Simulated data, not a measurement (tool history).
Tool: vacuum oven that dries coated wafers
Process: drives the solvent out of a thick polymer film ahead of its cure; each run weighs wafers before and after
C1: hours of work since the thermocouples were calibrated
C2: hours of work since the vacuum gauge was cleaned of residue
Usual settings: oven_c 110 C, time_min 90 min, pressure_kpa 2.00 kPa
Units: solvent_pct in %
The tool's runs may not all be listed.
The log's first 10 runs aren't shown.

{"run": 11, "hour": 624.3, "oven_c": 110, "time_min": 90, "pressure_kpa": 2.0, "C1": 1091, "C2": 724, "solvent_pct": 2.95}
{"run": 12, "hour": 695.0, "oven_c": 110, "time_min": 116, "pressure_kpa": 2.0, "C1": 1133, "C2": 766, "solvent_pct": 2.09}
{"run": 13, "hour": 754.5, "oven_c": 110, "time_min": 90, "pressure_kpa": 2.0, "C1": 1169, "C2": 801, "solvent_pct": 2.94}
{"run": 14, "hour": 807.0, "oven_c": 110, "time_min": 90, "pressure_kpa": 2.0, "C1": 1200, "C2": 833, "solvent_pct": 2.97}
{"run": 15, "hour": 849.9, "oven_c": 102, "time_min": 90, "pressure_kpa": 2.0, "C1": 1226, "C2": 858, "solvent_pct": 4.9}
{"run": 16, "hour": 889.4, "oven_c": 102, "time_min": 90, "pressure_kpa": 2.0, "C1": 1249, "C2": 882, "solvent_pct": 4.85}
{"run": 17, "hour": 932.7, "oven_c": 102, "time_min": 90, "pressure_kpa": 2.0, "C1": 1275, "C2": 908, "solvent_pct": 4.82}
{"run": 18, "hour": 997.6, "oven_c": 110, "time_min": 90, "pressure_kpa": 2.0, "C1": 1314, "C2": 946, "solvent_pct": 2.98}
{"run": 19, "hour": 1083.1, "oven_c": 114, "time_min": 124, "pressure_kpa": 2.0, "C1": 1365, "C2": 997, "solvent_pct": 1.32}
{"run": 20, "hour": 1125.5, "oven_c": 114, "time_min": 65, "pressure_kpa": 2.0, "C1": 1390, "C2": 1023, "solvent_pct": 3.38}
{"hour": 1158.2, "done": "oven's thermocouples calibrated"}
{"run": 21, "hour": 1209.3, "oven_c": 124, "time_min": 83, "pressure_kpa": 4.06, "C1": 30, "C2": 1071, "solvent_pct": 1.33}
{"run": 22, "hour": 1253.7, "oven_c": 98, "time_min": 83, "pressure_kpa": 4.06, "C1": 57, "C2": 1098, "solvent_pct": 6.75}
{"run": 23, "hour": 1329.6, "oven_c": 98, "time_min": 83, "pressure_kpa": 4.06, "C1": 102, "C2": 1143, "solvent_pct": 6.8}
{"run": 24, "hour": 1413.6, "oven_c": 108, "time_min": 72, "pressure_kpa": 3.33, "C1": 152, "C2": 1193, "solvent_pct": 4.63}
{"run": 25, "hour": 1492.2, "oven_c": 108, "time_min": 120, "pressure_kpa": 2.27, "C1": 199, "C2": 1240, "solvent_pct": 2.41}
{"run": 26, "hour": 1583.0, "oven_c": 110, "time_min": 52, "pressure_kpa": 1.15, "C1": 253, "C2": 1294, "solvent_pct": 5.09}
{"run": 27, "hour": 1621.3, "oven_c": 110, "time_min": 52, "pressure_kpa": 1.15, "C1": 276, "C2": 1317, "solvent_pct": 5.12}
{"run": 28, "hour": 1679.5, "oven_c": 110, "time_min": 52, "pressure_kpa": 1.15, "C1": 311, "C2": 1352, "solvent_pct": 5.14}
{"run": 29, "hour": 1759.2, "oven_c": 103, "time_min": 103, "pressure_kpa": 1.13, "C1": 358, "C2": 1399, "solvent_pct": 3.83}

The next listed run, before its measurement:
{"run": 30, "hour": 1835.2, "oven_c": 103, "time_min": 103, "pressure_kpa": 1.13, "C1": 404, "C2": 1445, "solvent_pct": "?"}

Run 30 gave solvent_pct 3.80 %.
Without the tool's hidden state the same run would have given solvent_pct 3.79 %.
